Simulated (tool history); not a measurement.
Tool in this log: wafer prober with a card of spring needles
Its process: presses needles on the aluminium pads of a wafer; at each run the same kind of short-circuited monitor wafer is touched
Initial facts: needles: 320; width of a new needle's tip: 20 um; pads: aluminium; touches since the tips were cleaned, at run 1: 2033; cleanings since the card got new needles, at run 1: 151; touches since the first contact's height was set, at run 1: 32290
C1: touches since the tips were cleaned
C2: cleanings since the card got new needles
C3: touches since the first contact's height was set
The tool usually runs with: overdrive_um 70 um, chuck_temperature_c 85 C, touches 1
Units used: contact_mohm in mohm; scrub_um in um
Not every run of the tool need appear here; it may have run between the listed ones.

Run 1, hour 0.0: usual settings; C1 2033; C2 151; C3 32290. Result: contact_mohm 231 mohm, scrub_um 11.31 um.
At hour 1.2: tips cleaned on abrasive film.
At hour 5.6: tips cleaned on abrasive film.
At hour 11.0: tips cleaned on abrasive film.
At hour 16.5: tips cleaned on abrasive film.
At hour 20.9: tips cleaned on abrasive film.
At hour 25.3: tips cleaned on abrasive film.
At hour 30.7: tips cleaned on abrasive film.
Run 2, hour 33.5: usual settings; C1 1427; C2 158; C3 49121. Result: contact_mohm 232 mohm, scrub_um 11.32 um.
At hour 35.8: tips cleaned on abrasive film.
At hour 40.1: tips cleaned on abrasive film.
At hour 44.5: tips cleaned on abrasive film.
At hour 49.9: tips cleaned on abrasive film.
Run 3, hour 49.9: usual settings but overdrive_um 89 um; C1 0; C2 162; C3 57324. Result: contact_mohm 222 mohm, scrub_um 14.37 um.
At hour 55.4: tips cleaned on abrasive film.
At hour 59.7: tips cleaned on abrasive film.
At hour 65.2: tips cleaned on abrasive film.
At hour 69.6: tips cleaned on abrasive film.
Run 4, hour 70.8: usual settings but overdrive_um 89 um; C1 640; C2 166; C3 67865. Result: contact_mohm 227 mohm, scrub_um 14.37 um.
At hour 74.2: tips cleaned on abrasive film.
At hour 79.6: tips cleaned on abrasive film.
At hour 84.0: tips cleaned on abrasive film.
At hour 89.5: tips cleaned on abrasive film.
Run 5, hour 90.6: usual settings but overdrive_um 89 um; C1 573; C2 170; C3 77793. Result: contact_mohm 229 mohm, scrub_um 14.33 um.
At hour 93.9: tips cleaned on abrasive film.
At hour 99.3: tips cleaned on abrasive film.
At hour 104.8: tips cleaned on abrasive film.
At hour 109.2: tips cleaned on abrasive film.
At hour 109.5: height of the first contact set anew.
At hour 115.0: tips cleaned on abrasive film.
At hour 120.4: tips cleaned on abrasive film.
Run 6, hour 123.1: usual settings but overdrive_um 89 um; C1 1386; C2 176; C3 6887. Result: contact_mohm 226 mohm, scrub_um 14.38 um.
At hour 125.4: tips cleaned on abrasive film.
At hour 130.8: tips cleaned on abrasive film.
At hour 135.2: tips cleaned on abrasive film.
At hour 140.7: tips cleaned on abrasive film.
Run 7, hour 141.9: usual settings but overdrive_um 89 um; C1 629; C2 180; C3 16319. Result: contact_mohm 228 mohm, scrub_um 14.36 um.
At hour 145.2: tips cleaned on abrasive film.
At hour 150.7: tips cleaned on abrasive film.
At hour 155.1: tips cleaned on abrasive film.
At hour 160.5: tips cleaned on abrasive film.
At hour 164.9: tips cleaned on abrasive film.
Run 8, hour 165.2: usual settings but overdrive_um 89 um; C1 140; C2 185; C3 28014. Result: contact_mohm 225 mohm, scrub_um 14.34 um.
At hour 169.6: tips cleaned on abrasive film.
At hour 175.1: tips cleaned on abrasive film.
At hour 180.5: tips cleaned on abrasive film.
At hour 186.0: tips cleaned on abrasive film.
At hour 190.4: tips cleaned on abrasive film.
Run 9, hour 192.7: usual settings but overdrive_um 89 um; C1 1218; C2 190; C3 41887. Result: contact_mohm 225 mohm, scrub_um 14.39 um.
At hour 195.0: tips cleaned on abrasive film.
At hour 200.4: tips cleaned on abrasive film.
At hour 205.9: tips cleaned on abrasive film.
At hour 210.3: tips cleaned on abrasive film.
Run 10, hour 213.5: usual settings; C1 1662; C2 194; C3 52349. Result: contact_mohm 230 mohm, scrub_um 11.28 um.
At hour 214.8: tips cleaned on abrasive film.
At hour 220.2: tips cleaned on abrasive film.
At hour 224.6: tips cleaned on abrasive film.
At hour 230.1: tips cleaned on abrasive film.
Run 11, hour 233.8: usual settings; C1 1926; C2 198; C3 62560. Result: contact_mohm 229 mohm, scrub_um 11.28 um.
At hour 235.0: tips cleaned on abrasive film.
At hour 239.4: tips cleaned on abrasive film.
At hour 244.9: tips cleaned on abrasive film.
At hour 250.3: tips cleaned on abrasive film.
At hour 255.8: tips cleaned on abrasive film.
At hour 261.2: tips cleaned on abrasive film.
Run 12, hour 263.3: usual settings; C1 1072; C2 204; C3 77386. Result: contact_mohm 229 mohm, scrub_um 11.30 um.
At hour 266.6: tips cleaned on abrasive film.
At hour 271.0: tips cleaned on abrasive film.
At hour 276.5: tips cleaned on abrasive film.
At hour 280.9: tips cleaned on abrasive film.
At hour 282.3: height of the first contact set anew.
At hour 285.6: tips cleaned on abrasive film.
Run 13, hour 286.1: usual settings but chuck_temperature_c 52 C; C1 259; C2 209; C3 1909. Result: contact_mohm 220 mohm, scrub_um 11.28 um.
At hour 290.5: tips cleaned on abrasive film.
At hour 295.9: tips cleaned on abrasive film.
At hour 301.4: tips cleaned on abrasive film.
Run 14, hour 302.8: usual settings but chuck_temperature_c 48 C, touches 2; C1 713; C2 212; C3 10326. Result: contact_mohm 220 mohm, scrub_um 11.24 um.
At hour 306.1: tips cleaned on abrasive film.
At hour 311.6: tips cleaned on abrasive film.
At hour 316.0: tips cleaned on abrasive film.
At hour 320.3: tips cleaned on abrasive film.
At hour 325.8: tips cleaned on abrasive film.
Run 15, hour 328.5: usual settings but chuck_temperature_c 112 C; C1 1371; C2 217; C3 23250. Result: contact_mohm 236 mohm, scrub_um 11.35 um.
At hour 330.7: tips cleaned on abrasive film.
At hour 336.2: tips cleaned on abrasive film.
At hour 341.6: tips cleaned on abrasive film.
At hour 347.1: tips cleaned on abrasive film.
Run 16, hour 350.8: usual settings but chuck_temperature_c 112 C; C1 1884; C2 221; C3 34487. Result: contact_mohm 236 mohm, scrub_um 11.27 um.
At hour 352.0: tips cleaned on abrasive film.
At hour 356.3: tips cleaned on abrasive film.
At hour 361.8: tips cleaned on abrasive film.
At hour 367.3: tips cleaned on abrasive film.
Run 17, hour 368.3: usual settings but overdrive_um 76 um, chuck_temperature_c 84 C, touches 2; C1 532; C2 225; C3 43271. Result: contact_mohm 232 mohm, scrub_um 12.30 um.
At hour 372.7: tips cleaned on abrasive film.
At hour 377.1: tips cleaned on abrasive film.
At hour 381.5: tips cleaned on abrasive film.
Run 18, hour 383.8: usual settings but overdrive_um 86 um, touches 2; C1 1204; C2 228; C3 51077. Result: contact_mohm 227 mohm, scrub_um 13.92 um.
At hour 386.1: tips cleaned on abrasive film.
At hour 390.5: tips cleaned on abrasive film.
At hour 394.8: tips cleaned on abrasive film.
At hour 400.3: tips cleaned on abrasive film.
Run 19, hour 402.0: usual settings but touches 2; C1 896; C2 232; C3 60226. Result: contact_mohm 232 mohm, scrub_um 11.29 um.
At hour 405.4: tips cleaned on abrasive film.
At hour 410.8: tips cleaned on abrasive film.
At hour 416.3: tips cleaned on abrasive film.
Run 20, hour 417.0: usual settings but chuck_temperature_c 51 C; C1 366; C2 235; C3 67744. Result: contact_mohm 217 mohm, scrub_um 11.36 um.
At hour 421.4: tips cleaned on abrasive film.
At hour 425.8: tips cleaned on abrasive film.
At hour 431.2: tips cleaned on abrasive film.
At hour 435.6: tips cleaned on abrasive film.
At hour 441.1: tips cleaned on abrasive film.
At hour 446.6: tips cleaned on abrasive film.
Run 21, hour 449.5: usual settings but chuck_temperature_c 51 C; C1 1501; C2 241; C3 84099. Result: contact_mohm 218 mohm, scrub_um 11.31 um.
At hour 451.7: tips cleaned on abrasive film.
At hour 455.2: height of the first contact set anew.
At hour 457.5: tips cleaned on abrasive film.
At hour 461.9: tips cleaned on abrasive film.
At hour 467.3: tips cleaned on abrasive film.
At hour 471.7: tips cleaned on abrasive film.
At hour 477.2: tips cleaned on abrasive film.
At hour 482.6: tips cleaned on abrasive film.
Run 22, hour 483.6: usual settings but overdrive_um 63 um, chuck_temperature_c 55 C; C1 496; C2 248; C3 14249. Result: contact_mohm 222 mohm, scrub_um 10.15 um.
At hour 488.0: tips cleaned on abrasive film.
At hour 492.4: tips cleaned on abrasive film.
At hour 497.9: tips cleaned on abrasive film.
At hour 503.3: tips cleaned on abrasive film.
At hour 508.6: tips cleaned on abrasive film.
Run 23, hour 508.6: usual settings but overdrive_um 87 um, chuck_temperature_c 105 C; C1 0; C2 253; C3 26799. Result: contact_mohm 233 mohm, scrub_um 14.02 um.
At hour 514.0: tips cleaned on abrasive film.
At hour 518.4: tips cleaned on abrasive film.
At hour 522.8: tips cleaned on abrasive film.
At hour 528.3: tips cleaned on abrasive film.
Run 24, hour 531.3: usual settings but overdrive_um 87 um, chuck_temperature_c 105 C; C1 1549; C2 257; C3 38250. Result: contact_mohm 230 mohm, scrub_um 14.03 um.

Forecast each of these 5 alternatives for the next run:
At hour 533.5: tips cleaned on abrasive film.
At hour 539.0: tips cleaned on abrasive film.
At hour 543.4: tips cleaned on abrasive film.
At hour 547.8: tips cleaned on abrasive film.
At hour 552.2: tips cleaned on abrasive film.
Run A, hour 553.0: usual settings but overdrive_um 87 um, chuck_temperature_c 52 C; C1 436; C2 262; C3 49139. Result: contact_mohm ?, scrub_um ?.
At hour 533.5: tips cleaned on abrasive film.
At hour 539.0: tips cleaned on abrasive film.
At hour 543.4: tips cleaned on abrasive film.
At hour 547.8: tips cleaned on abrasive film.
At hour 552.2: tips cleaned on abrasive film.
Run B, hour 553.0: usual settings but overdrive_um 89 um, chuck_temperature_c 33 C; C1 436; C2 262; C3 49139. Result: contact_mohm ?, scrub_um ?.
At hour 533.5: tips cleaned on abrasive film.
At hour 539.0: tips cleaned on abrasive film.
At hour 543.4: tips cleaned on abrasive film.
At hour 547.8: tips cleaned on abrasive film.
At hour 552.2: tips cleaned on abrasive film.
Run C, hour 553.0: usual settings but overdrive_um 87 um, chuck_temperature_c 113 C; C1 436; C2 262; C3 49139. Result: contact_mohm ?, scrub_um ?.
At hour 533.5: tips cleaned on abrasive film.
At hour 539.0: tips cleaned on abrasive film.
At hour 543.4: tips cleaned on abrasive film.
At hour 547.8: tips cleaned on abrasive film.
At hour 552.2: tips cleaned on abrasive film.
Run D, hour 553.0: usual settings but overdrive_um 62 um, chuck_temperature_c 72 C; C1 436; C2 262; C3 49139. Result: contact_mohm ?, scrub_um ?.
At hour 533.5: tips cleaned on abrasive film.
At hour 539.0: tips cleaned on abrasive film.
At hour 543.4: tips cleaned on abrasive film.
At hour 547.8: tips cleaned on abrasive film.
At hour 552.2: tips cleaned on abrasive film.
Run E, hour 553.0: usual settings but overdrive_um 87 um, chuck_temperature_c 40 C, touches 3; C1 436; C2 262; C3 49139. Result: contact_mohm ?, scrub_um ?.

run  contact_mohm  scrub_um
  A           217     14.07
  B           211     14.39
  C           232     14.03
  D           229     10.01
  E           215     14.01
Had the tool no hidden state, the same runs would have come out as:
run  contact_mohm  scrub_um
  A           217     14.08
  B           211     14.39
  C           232     14.03
  D           229     10.01
  E           215     14.01

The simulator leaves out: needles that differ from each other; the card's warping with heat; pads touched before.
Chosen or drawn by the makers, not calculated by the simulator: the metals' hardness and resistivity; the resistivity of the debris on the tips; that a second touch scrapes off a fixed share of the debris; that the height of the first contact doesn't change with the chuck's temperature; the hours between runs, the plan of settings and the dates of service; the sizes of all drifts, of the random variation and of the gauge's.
